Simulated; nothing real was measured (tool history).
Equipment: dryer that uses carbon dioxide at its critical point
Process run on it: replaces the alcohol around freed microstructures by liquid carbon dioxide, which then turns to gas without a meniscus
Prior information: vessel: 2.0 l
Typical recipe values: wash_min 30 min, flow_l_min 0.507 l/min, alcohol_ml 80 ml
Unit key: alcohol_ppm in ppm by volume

run   hour  wash_min  flow_l_min  alcohol_ml  alcohol_ppm
  1    0.0        30       0.507          80           66
  2   35.2        30       0.507          39           60
  3   90.6        44       0.507          80           31
  4  117.8        44       0.507          80           39
  5  140.7        30       0.507          24           46
  6  190.2        30       0.507          24           50
  7  221.8        30       0.507          22           46
  8  276.6        37       0.507          80           55
  9  312.9        37       0.507          80           56
 10  337.6        37       0.507          80           54

Run 11 comes next. What will it give?
 11  393.6        37       0.507          80            ?

alcohol_ppm: 60 ppm by volume
Were there no unlogged condition in the tool, this run, its random variation unchanged, would have produced alcohol_ppm 18 ppm by volume.

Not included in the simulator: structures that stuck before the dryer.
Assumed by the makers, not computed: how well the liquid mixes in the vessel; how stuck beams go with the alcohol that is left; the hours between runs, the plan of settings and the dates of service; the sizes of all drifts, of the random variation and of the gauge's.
